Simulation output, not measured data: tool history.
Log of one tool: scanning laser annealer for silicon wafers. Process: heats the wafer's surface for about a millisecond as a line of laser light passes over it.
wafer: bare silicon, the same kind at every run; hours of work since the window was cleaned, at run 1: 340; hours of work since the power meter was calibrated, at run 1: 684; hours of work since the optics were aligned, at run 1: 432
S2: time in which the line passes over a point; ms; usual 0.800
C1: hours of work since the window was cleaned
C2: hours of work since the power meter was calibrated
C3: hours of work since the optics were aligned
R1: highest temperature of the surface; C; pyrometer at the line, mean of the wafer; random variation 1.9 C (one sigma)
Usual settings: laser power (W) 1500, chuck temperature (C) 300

{"run": 1, "day": 0.0, "laser power (W)": 1500, "S2": 0.8, "chuck temperature (C)": 300, "C1": 340, "C2": 684, "C3": 432, "R1": 1093}
{"run": 2, "day": 1.883, "laser power (W)": 1370, "S2": 0.8, "chuck temperature (C)": 300, "C1": 369, "C2": 713, "C3": 461, "R1": 1002}
{"run": 3, "day": 4.067, "laser power (W)": 1500, "S2": 0.8, "chuck temperature (C)": 300, "C1": 402, "C2": 746, "C3": 494, "R1": 1086}
{"run": 4, "day": 6.992, "laser power (W)": 1500, "S2": 0.8, "chuck temperature (C)": 300, "C1": 447, "C2": 791, "C3": 538, "R1": 1086}
{"run": 5, "day": 9.338, "laser power (W)": 1383, "S2": 0.8, "chuck temperature (C)": 300, "C1": 482, "C2": 827, "C3": 574, "R1": 1003}
{"run": 6, "day": 12.558, "laser power (W)": 1383, "S2": 0.8, "chuck temperature (C)": 300, "C1": 532, "C2": 876, "C3": 623, "R1": 1002}
{"day": 13.438, "done": "window over the wafer cleaned"}
{"run": 7, "day": 15.046, "laser power (W)": 1383, "S2": 0.8, "chuck temperature (C)": 300, "C1": 25, "C2": 913, "C3": 660, "R1": 994}
{"run": 8, "day": 17.592, "laser power (W)": 1383, "S2": 0.8, "chuck temperature (C)": 300, "C1": 63, "C2": 951, "C3": 699, "R1": 988}
{"run": 9, "day": 19.192, "laser power (W)": 1392, "S2": 0.566, "chuck temperature (C)": 290, "C1": 88, "C2": 976, "C3": 723, "R1": 888}
{"run": 10, "day": 22.242, "laser power (W)": 1510, "S2": 0.854, "chuck temperature (C)": 316, "C1": 134, "C2": 1022, "C3": 770, "R1": 1102}
{"run": 11, "day": 25.588, "laser power (W)": 1510, "S2": 0.854, "chuck temperature (C)": 316, "C1": 185, "C2": 1073, "C3": 821, "R1": 1097}
{"day": 25.946, "done": "window over the wafer cleaned, once more"}
{"run": 12, "day": 27.279, "laser power (W)": 1377, "S2": 0.574, "chuck temperature (C)": 296, "C1": 20, "C2": 1098, "C3": 845, "R1": 925}
{"run": 13, "day": 29.625, "laser power (W)": 1432, "S2": 0.779, "chuck temperature (C)": 300, "C1": 56, "C2": 1134, "C3": 881, "R1": 1051}
{"run": 14, "day": 31.242, "laser power (W)": 1500, "S2": 0.8, "chuck temperature (C)": 300, "C1": 81, "C2": 1158, "C3": 906, "R1": 1102}
{"run": 15, "day": 34.612, "laser power (W)": 1515, "S2": 0.8, "chuck temperature (C)": 336, "C1": 132, "C2": 1210, "C3": 957, "R1": 1145}

Some steps in R1 between neighbouring runs. How much of each would the tool show without its hidden state too (settings, what came in, random variation), and how much is left for the hidden state, with any gauge scatter that isn't in both results?
The hidden state here: light that passes the window, % of a clean one's; laser's true power over the reading, %; width of the line over the set one, %; drift of the gauge itself on peak_c, C.
Run 9 -> 10: laser power (W) 1392 -> 1510, S2 0.566 -> 0.854, chuck temperature (C) 290 -> 316. R1 +214 C: hidden state -21, all else +235.
Run 11 -> 12: laser power (W) 1510 -> 1377, S2 0.854 -> 0.574, chuck temperature (C) 316 -> 296, window over the wafer cleaned, once more. R1 -172 C: hidden state +62, all else -234.

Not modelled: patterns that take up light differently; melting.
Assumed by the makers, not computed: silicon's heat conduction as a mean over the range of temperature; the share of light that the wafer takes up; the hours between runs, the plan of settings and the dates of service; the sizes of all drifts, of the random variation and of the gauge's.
